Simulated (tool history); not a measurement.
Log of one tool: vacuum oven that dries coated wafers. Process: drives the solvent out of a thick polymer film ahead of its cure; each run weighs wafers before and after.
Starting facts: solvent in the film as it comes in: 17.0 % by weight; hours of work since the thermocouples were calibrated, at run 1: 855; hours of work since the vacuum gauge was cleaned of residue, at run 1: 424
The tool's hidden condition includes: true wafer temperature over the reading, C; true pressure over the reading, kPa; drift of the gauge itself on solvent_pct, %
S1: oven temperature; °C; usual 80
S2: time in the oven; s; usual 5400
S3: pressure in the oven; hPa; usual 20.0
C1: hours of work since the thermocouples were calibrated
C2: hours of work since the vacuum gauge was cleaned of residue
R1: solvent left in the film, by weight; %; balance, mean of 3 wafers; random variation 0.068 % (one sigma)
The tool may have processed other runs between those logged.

run,day,S1,S2,S3,C1,C2,R1
1,0.000,80,5400,20.0,855,424,3.94
2,1.029,80,5400,21.8,869,439,4.01
3,2.454,80,5400,21.8,889,458,4.02
4,3.892,80,5400,21.8,909,478,4.05
5,5.271,80,5400,21.8,928,497,3.90
6,6.458,80,5400,21.8,944,514,3.97
7,7.600,86,3600,21.8,960,530,3.66
8,8.604,80,5280,20.0,974,543,3.95
9,9.704,80,6780,20.0,989,559,2.93
10,10.942,80,6780,20.0,1006,576,2.91
# day 11.942: oven's thermocouples calibrated
11,12.408,85,2760,39.9,6,595,6.38
12,13.438,85,2760,39.9,21,609,6.37

Forecast each of these 4 alternatives for the next run:
A,14.862,75,6720,39.9,40,629,?
B,14.862,80,5220,20.0,40,629,?
C,14.862,80,9000,16.4,40,629,?
D,14.862,80,4380,20.0,40,629,?

run,R1
A,6.39
B,4.65
C,2.33
D,5.61
Stripped of hidden state, with their random variation kept, the same runs would have yielded:
run,R1
A,6.49
B,4.74
C,2.38
D,5.70
